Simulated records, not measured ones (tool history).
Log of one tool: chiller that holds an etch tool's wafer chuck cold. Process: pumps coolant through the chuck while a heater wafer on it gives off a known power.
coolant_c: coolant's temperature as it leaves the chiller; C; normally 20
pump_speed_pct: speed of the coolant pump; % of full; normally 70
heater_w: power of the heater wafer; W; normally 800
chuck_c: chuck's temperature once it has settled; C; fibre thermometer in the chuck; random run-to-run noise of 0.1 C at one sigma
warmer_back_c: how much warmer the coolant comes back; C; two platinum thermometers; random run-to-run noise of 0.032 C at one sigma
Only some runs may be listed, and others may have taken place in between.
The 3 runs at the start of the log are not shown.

run,day,coolant_c,pump_speed_pct,heater_w,hours since the coolant was changed and the channels were flushed,hours since the pump was overhauled,hours since the chiller's thermometer was calibrated,chuck_c,warmer_back_c
4,18.258,14,74,800,6918,6918,2232,23.6,3.48
5,21.675,20,70,498,7000,7000,2313,26.3,2.35
6,27.396,20,70,498,7137,7137,2451,26.5,2.34
7,32.55,20,70,800,7261,7261,2575,30.2,3.78
8,39.592,20,70,800,7430,7430,2744,30.3,3.77
9,44.579,20,70,605,7549,7549,2863,27.8,2.84
10,48.371,20,70,605,7640,7640,2954,27.7,2.91
11,52.742,20,70,605,7745,7745,3059,28,2.88
12,58.608,20,70,800,7886,7886,3200,30.4,3.8
13,63.008,20,70,800,7992,7992,3305,30.4,3.86
14,68.862,20,70,1145,8132,8132,3446,35.1,5.48
15,74.738,20,70,1145,8273,8273,3587,35,5.52
# day 75.479: chiller's thermometer calibrated
16,81.558,20,70,1145,8436,8436,146,35.1,5.48
17,86.15,20,90,438,8546,8546,256,24.5,1.6
18,94.254,22,90,472,8740,8740,451,26.9,1.7
19,98.062,12,97,561,8832,8832,542,17.5,1.88
20,104.05,19,97,800,8976,8976,686,27.1,2.7
21,107.608,19,97,800,9061,9061,771,27.2,2.65
22,113.958,12,84,800,9213,9213,923,21.2,3.19
# day 119.629: chiller's thermometer calibrated, once more
23,119.629,12,83,1002,9348,9348,0,23.9,4
24,123.188,18,83,800,9434,9434,85,27.5,3.18
25,127.188,20,70,508,9530,9530,181,27,2.42
26,135.017,20,70,508,9718,9718,369,27.1,2.49

Run 27 has not been measured yet. What should we expect?
27,142.942,17,99,701,9908,9908,559,?,?

{"run 27": {"chuck_c": 24.4, "warmer_back_c": 2.35}}
On a tool with no hidden condition, and with the same random variation, this run would have come out at chuck_c 22.6 C, warmer_back_c 2.08 C.

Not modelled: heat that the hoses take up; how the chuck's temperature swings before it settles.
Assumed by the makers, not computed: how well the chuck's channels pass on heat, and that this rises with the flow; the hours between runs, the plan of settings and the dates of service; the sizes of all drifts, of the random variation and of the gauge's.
